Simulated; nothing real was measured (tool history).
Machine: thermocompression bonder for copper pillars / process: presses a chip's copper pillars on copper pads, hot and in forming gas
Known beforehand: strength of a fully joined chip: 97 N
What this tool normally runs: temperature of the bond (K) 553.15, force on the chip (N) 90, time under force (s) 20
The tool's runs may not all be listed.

| run | hour | temperature of the bond (K) | force on the chip (N) | time under force (s) | force that shears a chip off (N) |
|---|---|---|---|---|---|
| 1 | 0 | 553.15 | 90 | 20 | 33.6 |
| 2 | 28.3 | 547.15 | 90 | 20 | 32.1 |
| 3 | 51.8 | 552.15 | 90 | 20 | 33.5 |
| 4 | 84.6 | 552.15 | 90 | 20 | 32.9 |
| 5 | 104.3 | 553.15 | 90 | 20 | 33.2 |
| 6 | 136.1 | 553.15 | 90 | 20 | 33.5 |
| 7 | 156.6 | 553.15 | 90 | 20 | 32.8 |
| 8 | 194.7 | 553.15 | 90 | 20 | 32.5 |
| 9 | 216.2 | 553.15 | 90 | 20 | 32.9 |
| 10 | 232.6 | 553.15 | 90 | 20 | 32.3 |
| 11 | 248.3 | 573.15 | 90 | 11 | 31.3 |
| 12 | 270.2 | 530.15 | 135 | 33 | 45.9 |
| 13 | 292.8 | 569.15 | 109 | 19 | 43.7 |
| 14 | 313.1 | 569.15 | 109 | 19 | 43.2 |
| 15 | 351.1 | 529.15 | 107 | 20 | 30.4 |
| 16 | 368 | 535.15 | 90 | 55 | 39.5 |
| 17 | 399.5 | 523.15 | 62 | 16 | 13.6 |
|  | 414.8 | forming gas filter changed |
| 18 | 419.3 | 549.15 | 108 | 41 | 51.4 |

Alternative continuations, all from the tool just after run 18; predict every row:
| A | 438 | 580.15 | 68 | 41 | ? |
| B | 438 | 544.15 | 108 | 41 | ? |
| C | 438 | 558.15 | 121 | 41 | ? |
| D | 438 | 553.15 | 120 | 28 | ? |

| run | force that shears a chip off (N) |
|---|---|
| A | 44.1 |
| B | 49.3 |
| C | 60.4 |
| D | 51.2 |
With the hidden condition removed and each run's random variation left untouched, the same runs would have given:
| run | force that shears a chip off (N) |
|---|---|
| A | 43.8 |
| B | 48.8 |
| C | 60.1 |
| D | 50.9 |
